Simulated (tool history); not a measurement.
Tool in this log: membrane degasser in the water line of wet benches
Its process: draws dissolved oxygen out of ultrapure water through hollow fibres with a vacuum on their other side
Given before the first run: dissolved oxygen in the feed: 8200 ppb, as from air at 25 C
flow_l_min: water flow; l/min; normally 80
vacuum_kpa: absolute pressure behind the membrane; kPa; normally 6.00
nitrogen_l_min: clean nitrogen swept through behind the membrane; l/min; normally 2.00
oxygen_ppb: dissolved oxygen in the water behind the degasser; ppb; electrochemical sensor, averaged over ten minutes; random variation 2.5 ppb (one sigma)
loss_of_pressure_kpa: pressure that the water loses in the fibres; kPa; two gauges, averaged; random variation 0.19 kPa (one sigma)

run    hour  flow_l_min  vacuum_kpa  nitrogen_l_min  oxygen_ppb  loss_of_pressure_kpa
  1     0.0          80        6.00            2.00       258.5                 39.71
  2    78.3          80        6.00            2.00       254.3                 39.82
  3   132.7          80        6.00            2.00       256.2                 40.09
  4   181.9          80        6.00            2.00       259.5                 39.98
  5   274.9          80        5.79            2.00       241.8                 39.62
  6   345.7          80        6.00            2.00       257.8                 39.75
  7   415.5          80        3.94            2.00        96.5                 40.12
  8   455.7          80        3.94            2.00        97.7                 39.57
  9   533.1          80        3.94            2.00        96.3                 39.66
 10   625.1          80        3.94            2.00        97.1                 39.77
 11   714.3          80        3.94            2.00        97.9                 39.81
 12   789.1          81        6.00            2.00       256.6                 40.64
 13   858.4          80        6.00            0.83       439.8                 40.13
 14   952.9          80        6.00            1.18       359.7                 39.80
 15  1011.7          80        6.00            2.95       201.3                 40.45
 16  1057.7         113        6.00            2.95       325.4                 56.57
 17  1153.1          53        6.00            2.46       137.7                 26.44
 18  1204.7          53        6.00            2.46       138.7                 26.69
 19  1265.4          53        3.61            5.86        15.5                 26.48
 20  1319.0          71        3.61            5.48        37.8                 35.36
 21  1380.8          71       10.38            5.48       236.6                 35.71
 22  1440.9          71       10.38            5.48       233.7                 35.80
 23  1531.4          74        8.62            5.48       196.1                 37.19
 24  1589.6          74       12.09            3.01       483.0                 37.11
     1605.0  -- seals of the vacuum lines changed
 25  1673.1          74        3.74            4.31        51.2                 36.86
 26  1728.8          64        4.66            4.31        67.3                 32.30
 27  1809.2          85       14.72            1.34      1216.0                 42.73
 28  1893.9          56       10.74            4.94       205.0                 28.46
 29  1952.7          56       10.74            4.94       205.2                 28.08
 30  1997.8          56       10.74            4.94       210.4                 28.43
 31  2043.4          56       10.74            4.94       207.7                 28.25
 32  2105.0          55        5.94            4.94        80.3                 27.50

Below are 3 alternative next runs, each starting from the tool's condition after run 32. Predict each:
  A  2150.7          80        6.15            2.00           ?                     ?
  B  2150.7          79        4.45            2.10           ?                     ?
  C  2150.7          80        8.58            2.00           ?                     ?

run  oxygen_ppb  loss_of_pressure_kpa
  A       269.9                 40.28
  B       135.5                 39.34
  C       450.0                 39.90
The same runs, with their run-to-run variation unchanged, on a tool lacking any hidden condition would have given:
run  oxygen_ppb  loss_of_pressure_kpa
  A       262.8                 39.74
  B       128.4                 38.81
  C       443.2                 39.36

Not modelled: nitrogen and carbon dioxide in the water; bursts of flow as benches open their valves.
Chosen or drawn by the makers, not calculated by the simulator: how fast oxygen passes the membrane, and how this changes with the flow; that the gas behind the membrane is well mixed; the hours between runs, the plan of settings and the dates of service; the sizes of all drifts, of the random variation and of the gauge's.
